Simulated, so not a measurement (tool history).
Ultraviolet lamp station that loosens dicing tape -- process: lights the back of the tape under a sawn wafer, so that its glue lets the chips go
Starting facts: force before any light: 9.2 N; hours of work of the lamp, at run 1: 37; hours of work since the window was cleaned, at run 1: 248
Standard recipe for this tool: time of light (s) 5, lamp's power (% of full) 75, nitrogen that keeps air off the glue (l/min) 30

| run | hour | time of light (s) | lamp's power (% of full) | nitrogen that keeps air off the glue (l/min) | hours of work of the lamp | hours of work since the window was cleaned | force that peels the tape off (N) | light that reached the tape (J/m2) |
|---|---|---|---|---|---|---|---|---|
| 1 | 0.0 | 5 | 75 | 30 | 37 | 248 | 0.887 | 2390 |
| 2 | 6.9 | 5 | 75 | 30 | 40 | 251 | 0.880 | 2360 |
| 3 | 17.9 | 5 | 75 | 30 | 45 | 257 | 0.870 | 2360 |
| 4 | 26.0 | 5 | 75 | 30 | 49 | 260 | 0.874 | 2350 |
| 5 | 34.4 | 5 | 75 | 30 | 53 | 264 | 0.926 | 2360 |
| 6 | 45.0 | 5 | 75 | 30 | 58 | 269 | 0.913 | 2310 |
| 7 | 54.7 | 5 | 75 | 30 | 62 | 273 | 0.883 | 2360 |
| 8 | 60.8 | 5 | 75 | 30 | 65 | 276 | 0.877 | 2350 |
| 9 | 73.0 | 5 | 75 | 30 | 71 | 282 | 0.917 | 2370 |
| 10 | 81.5 | 5 | 75 | 30 | 75 | 286 | 0.895 | 2310 |
| 11 | 91.9 | 5 | 75 | 29 | 79 | 291 | 0.948 | 2310 |
| 12 | 102.5 | 5 | 75 | 30 | 84 | 296 | 0.929 | 2340 |
| 13 | 113.8 | 5 | 75 | 30 | 89 | 301 | 0.909 | 2320 |
| 14 | 120.8 | 5 | 75 | 30 | 93 | 304 | 0.948 | 2320 |
| 15 | 129.1 | 5 | 75 | 13 | 96 | 308 | 1.672 | 2330 |
| 16 | 138.7 | 5 | 75 | 13 | 101 | 312 | 1.747 | 2280 |
| 17 | 144.2 | 3 | 75 | 30 | 103 | 315 | 2.143 | 1420 |
| 18 | 152.3 | 3 | 75 | 30 | 107 | 319 | 2.251 | 1380 |
|  | 153.9 | window cleaned of glue's vapour |
| 19 | 160.3 | 9 | 75 | 30 | 111 | 3 | 0.297 | 4090 |
| 20 | 172.0 | 9 | 75 | 30 | 116 | 8 | 0.294 | 4090 |
| 21 | 179.1 | 4 | 75 | 30 | 119 | 12 | 1.504 | 1800 |
| 22 | 185.0 | 5 | 75 | 50 | 122 | 14 | 0.688 | 2280 |
| 23 | 195.3 | 10 | 64 | 38 | 127 | 19 | 0.292 | 3900 |
| 24 | 204.1 | 5 | 81 | 26 | 131 | 23 | 0.928 | 2440 |
| 25 | 211.3 | 5 | 81 | 26 | 134 | 26 | 0.946 | 2410 |
| 26 | 219.3 | 2 | 88 | 17 | 138 | 30 | 3.931 | 1080 |
|  | 224.3 | window cleaned of glue's vapour, once more |
| 27 | 230.8 | 2 | 88 | 17 | 143 | 3 | 3.573 | 1150 |
| 28 | 236.2 | 2 | 88 | 17 | 145 | 6 | 3.580 | 1150 |
| 29 | 243.9 | 7 | 75 | 34 | 149 | 9 | 0.391 | 3380 |
| 30 | 253.2 | 4 | 71 | 33 | 153 | 13 | 1.341 | 1820 |
| 31 | 259.7 | 4 | 75 | 33 | 156 | 16 | 1.189 | 1920 |
| 32 | 266.8 | 3 | 98 | 30 | 160 | 20 | 1.411 | 1880 |
| 33 | 273.4 | 7 | 83 | 10 | 163 | 23 | 0.876 | 3760 |
| 34 | 284.8 | 4 | 78 | 16 | 168 | 28 | 1.845 | 2040 |
| 35 | 291.6 | 4 | 76 | 48 | 171 | 31 | 0.948 | 1980 |
| 36 | 298.9 | 5 | 75 | 29 | 174 | 34 | 0.891 | 2360 |
| 37 | 309.2 | 5 | 75 | 29 | 179 | 39 | 0.864 | 2380 |
| 38 | 315.9 | 5 | 82 | 53 | 182 | 42 | 0.461 | 2610 |
| 39 | 321.3 | 8 | 71 | 27 | 185 | 45 | 0.381 | 3660 |
| 40 | 327.2 | 6 | 84 | 10 | 187 | 47 | 1.216 | 3250 |
| 41 | 335.9 | 4 | 75 | 16 | 191 | 51 | 2.066 | 1920 |
| 42 | 342.3 | 4 | 75 | 16 | 194 | 54 | 1.957 | 1900 |
| 43 | 350.8 | 5 | 70 | 16 | 198 | 58 | 1.550 | 2240 |

Selected run-to-run steps in force that peels the tape off (N), each split into two signed amounts: the part the tool would show with no hidden state at all (from settings, incoming material and random variation), and the remainder, which goes to the hidden state together with any gauge scatter not common to the measured and the hidden-state-free results:
What the log doesn't record here: lamp's light, % of a new lamp's; light that the window lets through, % of a clean one's; drift of the gauge itself on peel_n, %; drift of the gauge itself on dose_mj_cm2, %.
Run 18 -> 19: time of light (s) 3 -> 9, window cleaned of glue's vapour. force that peels the tape off (N) -1.954: hidden state -0.223, all else -1.731.
Run 20 -> 21: time of light (s) 9 -> 4. force that peels the tape off (N) +1.210: hidden state +0.218, all else +0.992.
Run 25 -> 26: time of light (s) 5 -> 2, lamp's power (% of full) 81 -> 88, nitrogen that keeps air off the glue (l/min) 26 -> 17. force that peels the tape off (N) +2.985: hidden state +0.194, all else +2.791.
Run 26 -> 27: window cleaned of glue's vapour, once more. force that peels the tape off (N) -0.358: hidden state -0.260, all else -0.098.
Run 28 -> 29: time of light (s) 2 -> 7, lamp's power (% of full) 88 -> 75, nitrogen that keeps air off the glue (l/min) 17 -> 34. force that peels the tape off (N) -3.189: hidden state -0.101, all else -3.088.
